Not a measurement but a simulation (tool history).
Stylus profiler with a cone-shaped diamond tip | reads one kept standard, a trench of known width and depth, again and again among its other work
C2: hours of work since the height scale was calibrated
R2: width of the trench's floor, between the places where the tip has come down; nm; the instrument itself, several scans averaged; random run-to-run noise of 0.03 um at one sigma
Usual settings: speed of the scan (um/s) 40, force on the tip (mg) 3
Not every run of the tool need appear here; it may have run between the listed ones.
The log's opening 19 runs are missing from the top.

Run 20, hour 526.5: usual settings but speed of the scan (um/s) 11, force on the tip (mg) 1.06; scans with this tip 8961; C2 715. Result: depth of the trench (nm) 202.01, R2 47500 nm.
Run 21, hour 558.3: usual settings but speed of the scan (um/s) 30, force on the tip (mg) 5.17; scans with this tip 9147; C2 730. Result: depth of the trench (nm) 204.43, R2 47520 nm.
Run 22, hour 579.2: usual settings but speed of the scan (um/s) 30, force on the tip (mg) 5.17; scans with this tip 9269; C2 740. Result: depth of the trench (nm) 204.52, R2 47560 nm.
Run 23, hour 595.7: usual settings but speed of the scan (um/s) 11, force on the tip (mg) 1.45; scans with this tip 9366; C2 747. Result: depth of the trench (nm) 202.06, R2 47530 nm.
Run 24, hour 622.4: usual settings but speed of the scan (um/s) 132, force on the tip (mg) 4.72; scans with this tip 9522; C2 760. Result: depth of the trench (nm) 204.36, R2 46980 nm.
Run 25, hour 637.6: usual settings but speed of the scan (um/s) 32, force on the tip (mg) 1.17; scans with this tip 9611; C2 767. Result: depth of the trench (nm) 202.16, R2 47320 nm.
Run 26, hour 667: usual settings but speed of the scan (um/s) 89, force on the tip (mg) 6.15; scans with this tip 9783; C2 781. Result: depth of the trench (nm) 205.03, R2 47250 nm.
Run 27, hour 696.2: usual settings but speed of the scan (um/s) 112, force on the tip (mg) 5.56; scans with this tip 9954; C2 794. Result: depth of the trench (nm) 204.73, R2 47180 nm.
Run 28, hour 724.7: usual settings but speed of the scan (um/s) 112, force on the tip (mg) 5.56; scans with this tip 10121; C2 808. Result: depth of the trench (nm) 204.84, R2 47160 nm.
Run 29, hour 754.1: usual settings but speed of the scan (um/s) 14, force on the tip (mg) 1.82; scans with this tip 10293; C2 821. Result: depth of the trench (nm) 202.51, R2 47440 nm.
Run 30, hour 770.5: usual settings but speed of the scan (um/s) 14, force on the tip (mg) 1.82; scans with this tip 10388; C2 829. Result: depth of the trench (nm) 202.71, R2 47530 nm.
Run 31, hour 789.4: usual settings but speed of the scan (um/s) 122, force on the tip (mg) 1.36; scans with this tip 10499; C2 838. Result: depth of the trench (nm) 202.27, R2 46580 nm.
Run 32, hour 811.4: usual settings but speed of the scan (um/s) 12; scans with this tip 10628; C2 848. Result: depth of the trench (nm) 203.42, R2 47500 nm.
Run 33, hour 834.5: usual settings but speed of the scan (um/s) 70, force on the tip (mg) 2.27; scans with this tip 10763; C2 859. Result: depth of the trench (nm) 202.91, R2 47100 nm.
Run 34, hour 849.6: usual settings but force on the tip (mg) 7.04; scans with this tip 10852; C2 866. Result: depth of the trench (nm) 205.35, R2 47450 nm.
Run 35, hour 865.3: usual settings but force on the tip (mg) 7.04; scans with this tip 10943; C2 873. Result: depth of the trench (nm) 205.55, R2 47420 nm.

What if the next run were any one of these 5? Each begins from the tool's condition after run 35:
Run A, hour 881.7: usual settings but speed of the scan (um/s) 128, force on the tip (mg) 1.06; scans with this tip 11039; C2 881. Result: depth of the trench (nm) ?, R2 ?.
Run B, hour 881.7: usual settings but speed of the scan (um/s) 20, force on the tip (mg) 1.32; scans with this tip 11039; C2 881. Result: depth of the trench (nm) ?, R2 ?.
Run C, hour 881.7: usual settings but speed of the scan (um/s) 38, force on the tip (mg) 7.29; scans with this tip 11039; C2 881. Result: depth of the trench (nm) ?, R2 ?.
Run D, hour 881.7: usual settings but speed of the scan (um/s) 21, force on the tip (mg) 1.3; scans with this tip 11039; C2 881. Result: depth of the trench (nm) ?, R2 ?.
Run E, hour 881.7: usual settings but force on the tip (mg) 2.4; scans with this tip 11039; C2 881. Result: depth of the trench (nm) ?, R2 ?.

run  depth of the trench (nm)     R2
  A                     202.3  46300
  B                    202.39  47360
  C                    205.62  47450
  D                    202.14  47360
  E                    202.92  47310
What these runs would have given with no unlogged condition in the tool:
run  depth of the trench (nm)     R2
  A                    201.48  46780
  B                    201.56  47830
  C                    204.78  47930
  D                    201.31  47830
  E                     202.1  47780

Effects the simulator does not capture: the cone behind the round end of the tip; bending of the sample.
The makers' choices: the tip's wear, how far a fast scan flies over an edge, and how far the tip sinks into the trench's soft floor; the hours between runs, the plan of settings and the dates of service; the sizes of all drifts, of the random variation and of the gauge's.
